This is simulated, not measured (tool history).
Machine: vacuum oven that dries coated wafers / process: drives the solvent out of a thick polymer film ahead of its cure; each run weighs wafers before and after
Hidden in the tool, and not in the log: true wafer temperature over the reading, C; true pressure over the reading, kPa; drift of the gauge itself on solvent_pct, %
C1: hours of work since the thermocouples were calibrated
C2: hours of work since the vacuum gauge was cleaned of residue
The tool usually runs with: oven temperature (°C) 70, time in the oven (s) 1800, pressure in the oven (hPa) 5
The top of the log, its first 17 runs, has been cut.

Run 18, hour 1428.8: usual settings but oven temperature (°C) 65, time in the oven (s) 3000, pressure in the oven (hPa) 6.84; C1 1061; C2 1684. Result: solvent left in the film (%) 3.78.
At hour 1518.3: oven's thermocouples calibrated.
Run 19, hour 1524.2: usual settings but time in the oven (s) 1140, pressure in the oven (hPa) 6.21; C1 3; C2 1736. Result: solvent left in the film (%) 6.23.
Run 20, hour 1635.2: usual settings but time in the oven (s) 1140, pressure in the oven (hPa) 6.21; C1 64; C2 1796. Result: solvent left in the film (%) 6.35.
Run 21, hour 1714: usual settings but oven temperature (°C) 71, time in the oven (s) 1260, pressure in the oven (hPa) 4.31; C1 107; C2 1840. Result: solvent left in the film (%) 4.89.
Run 22, hour 1783.1: usual settings but oven temperature (°C) 79, time in the oven (s) 2040, pressure in the oven (hPa) 16.57; C1 145; C2 1877. Result: solvent left in the film (%) 2.33.
Run 23, hour 1873: usual settings but oven temperature (°C) 69, time in the oven (s) 1920, pressure in the oven (hPa) 7.92; C1 194; C2 1927. Result: solvent left in the film (%) 4.03.
Run 24, hour 1926.3: usual settings but time in the oven (s) 1560, pressure in the oven (hPa) 19.72; C1 224; C2 1956. Result: solvent left in the film (%) 6.18.
Run 25, hour 2008.4: usual settings but oven temperature (°C) 82, time in the oven (s) 2640, pressure in the oven (hPa) 19.72; C1 269; C2 2001. Result: solvent left in the film (%) 2.21.
Run 26, hour 2072.6: usual settings but oven temperature (°C) 63, time in the oven (s) 1440, pressure in the oven (hPa) 6.41; C1 304; C2 2036. Result: solvent left in the film (%) 8.54.
Run 27, hour 2137.9: usual settings but oven temperature (°C) 65, time in the oven (s) 2220, pressure in the oven (hPa) 6.58; C1 340; C2 2072. Result: solvent left in the film (%) 4.88.
Run 28, hour 2244.6: usual settings but oven temperature (°C) 75, time in the oven (s) 1740, pressure in the oven (hPa) 6.58; C1 398; C2 2131. Result: solvent left in the film (%) 2.57.
Run 29, hour 2333.3: usual settings but oven temperature (°C) 75, time in the oven (s) 1740, pressure in the oven (hPa) 6.58; C1 447; C2 2179. Result: solvent left in the film (%) 2.68.
Run 30, hour 2404.8: usual settings but time in the oven (s) 1440; C1 486; C2 2218. Result: solvent left in the film (%) 5.11.
Run 31, hour 2499.7: usual settings but oven temperature (°C) 61, pressure in the oven (hPa) 10.42; C1 538; C2 2270. Result: solvent left in the film (%) 8.84.

Each row is a separate what-if for the run after 31, all from the same tool condition, not one after another. Results?
Run A, hour 2614.1: usual settings but oven temperature (°C) 83, pressure in the oven (hPa) 10.42; C1 601; C2 2333. Result: solvent left in the film (%) ?.
Run B, hour 2614.1: usual settings but oven temperature (°C) 83, pressure in the oven (hPa) 10.42; C1 601; C2 2333. Result: solvent left in the film (%) ?.
Run C, hour 2614.1: usual settings but oven temperature (°C) 59, pressure in the oven (hPa) 10.42; C1 601; C2 2333. Result: solvent left in the film (%) ?.
Run D, hour 2614.1: usual settings but oven temperature (°C) 61, time in the oven (s) 2760, pressure in the oven (hPa) 10.42; C1 601; C2 2333. Result: solvent left in the film (%) ?.

run  solvent left in the film (%)
  A                          1.55
  B                          1.56
  C                         10.51
  D                          6.52
With no hidden state in the tool, these same runs would have given:
run  solvent left in the film (%)
  A                          0.92
  B                          0.93
  C                           8.8
  D                          4.83
